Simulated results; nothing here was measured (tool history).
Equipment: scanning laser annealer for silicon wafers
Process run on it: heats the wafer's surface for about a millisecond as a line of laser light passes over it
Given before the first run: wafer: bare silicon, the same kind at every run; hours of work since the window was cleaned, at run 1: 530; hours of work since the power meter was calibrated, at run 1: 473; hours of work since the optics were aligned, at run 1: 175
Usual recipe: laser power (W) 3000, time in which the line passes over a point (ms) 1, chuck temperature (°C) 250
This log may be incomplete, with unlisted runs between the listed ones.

| run | hour | laser power (W) | time in which the line passes over a point (ms) | chuck temperature (°C) | hours of work since the window was cleaned | hours of work since the power meter was calibrated | hours of work since the optics were aligned | highest temperature of the surface (°C) |
|---|---|---|---|---|---|---|---|---|
| 1 | 0 | 3000 | 1 | 250 | 530 | 473 | 175 | 1059 |
| 2 | 77.3 | 3000 | 1 | 250 | 583 | 526 | 228 | 1055 |
| 3 | 113.5 | 3000 | 1 | 250 | 608 | 551 | 253 | 1054 |
| 4 | 185.2 | 2798 | 1 | 250 | 657 | 600 | 302 | 981 |
| 5 | 228.7 | 3000 | 1 | 250 | 687 | 630 | 332 | 1047 |
| 6 | 272.1 | 2931 | 1 | 250 | 717 | 660 | 362 | 1024 |
| 7 | 314.1 | 3000 | 1 | 250 | 745 | 688 | 391 | 1046 |
| 8 | 357.6 | 3000 | 1 | 242 | 775 | 718 | 421 | 1036 |
| 9 | 426.2 | 3000 | 1 | 289 | 822 | 766 | 468 | 1080 |
| 10 | 505.5 | 3000 | 1 | 250 | 877 | 820 | 522 | 1035 |
| 11 | 583.6 | 3000 | 1 | 250 | 931 | 874 | 576 | 1032 |
|  | 649.5 | window over the wafer cleaned |
| 12 | 656.5 | 3000 | 1 | 250 | 5 | 922 | 625 | 1087 |
| 13 | 706.1 | 2779 | 1 | 250 | 39 | 956 | 659 | 1004 |
| 14 | 757.5 | 3000 | 1 | 258 | 74 | 992 | 694 | 1091 |
| 15 | 835.8 | 3000 | 1 | 258 | 128 | 1046 | 748 | 1088 |
| 16 | 892.4 | 3000 | 1 | 250 | 167 | 1085 | 787 | 1077 |
| 17 | 946.7 | 3000 | 1 | 212 | 204 | 1122 | 824 | 1031 |
| 18 | 991.5 | 3000 | 1 | 212 | 235 | 1153 | 855 | 1033 |
| 19 | 1057.4 | 3000 | 0.8 | 250 | 280 | 1198 | 900 | 978 |
| 20 | 1114.6 | 2838 | 0.8 | 250 | 320 | 1237 | 940 | 925 |
| 21 | 1152.9 | 2838 | 0.8 | 250 | 346 | 1264 | 966 | 926 |
| 22 | 1206.3 | 3000 | 0.79 | 250 | 383 | 1300 | 1003 | 969 |
| 23 | 1264.8 | 2816 | 0.73 | 250 | 423 | 1340 | 1043 | 881 |
| 24 | 1343.6 | 3090 | 0.75 | 213 | 477 | 1395 | 1097 | 934 |
| 25 | 1408.6 | 3090 | 0.75 | 213 | 522 | 1439 | 1142 | 930 |
| 26 | 1450.2 | 3090 | 1.05 | 213 | 550 | 1468 | 1170 | 1070 |
| 27 | 1518.9 | 3112 | 0.94 | 250 | 597 | 1515 | 1217 | 1061 |
| 28 | 1577.1 | 2888 | 1 | 250 | 637 | 1555 | 1257 | 1009 |
| 29 | 1627.1 | 3202 | 1.02 | 268 | 672 | 1589 | 1292 | 1144 |
| 30 | 1667.8 | 2657 | 0.85 | 260 | 700 | 1617 | 1320 | 881 |
| 31 | 1752.1 | 2657 | 0.85 | 260 | 758 | 1675 | 1378 | 879 |
| 32 | 1816.2 | 2869 | 1.03 | 250 | 802 | 1719 | 1422 | 1006 |
| 33 | 1891 | 2869 | 1.03 | 226 | 853 | 1771 | 1473 | 976 |
| 34 | 1947.9 | 2932 | 0.9 | 250 | 892 | 1810 | 1512 | 965 |
| 35 | 2020.1 | 2932 | 0.99 | 233 | 942 | 1859 | 1562 | 984 |
|  | 2069.9 | window over the wafer cleaned |
| 36 | 2092.7 | 3241 | 1.24 | 265 | 16 | 1908 | 1610 | 1286 |
| 37 | 2148.5 | 3241 | 1.24 | 265 | 54 | 1946 | 1649 | 1285 |
| 38 | 2225.1 | 3241 | 1.24 | 265 | 107 | 1999 | 1701 | 1284 |
| 39 | 2272.3 | 2846 | 1.2 | 250 | 139 | 2031 | 1734 | 1090 |
| 40 | 2327.5 | 2846 | 1.2 | 250 | 177 | 2069 | 1772 | 1089 |
|  | 2403.2 | optics aligned, line set to its width |
| 41 | 2406.5 | 3166 | 1 | 283 | 228 | 2120 | 2 | 1175 |

Difference, measured minus no-hidden-state, one row per run. Run-to-run variation is common to both terms; the gauge's own scatter need not be:
The hidden state here: light that passes the window, % of a clean one's; laser's true power over the reading, %; width of the line over the set one, %; drift of the gauge itself on peak_c, C.
| run | highest temperature of the surface (°C) |
|---|---|
| 1 | -31 |
| 2 | -34 |
| 3 | -35 |
| 4 | -35 |
| 5 | -40 |
| 6 | -41 |
| 7 | -44 |
| 8 | -46 |
| 9 | -48 |
| 10 | -52 |
| 11 | -55 |
| 12 | -3 |
| 13 | -4 |
| 14 | -7 |
| 15 | -10 |
| 16 | -13 |
| 17 | -15 |
| 18 | -17 |
| 19 | -17 |
| 20 | -18 |
| 21 | -19 |
| 22 | -22 |
| 23 | -22 |
| 24 | -28 |
| 25 | -30 |
| 26 | -38 |
| 27 | -39 |
| 28 | -39 |
| 29 | -47 |
| 30 | -35 |
| 31 | -38 |
| 32 | -49 |
| 33 | -51 |
| 34 | -52 |
| 35 | -57 |
| 36 | -15 |
| 37 | -18 |
| 38 | -21 |
| 39 | -20 |
| 40 | -22 |
| 41 | -9 |
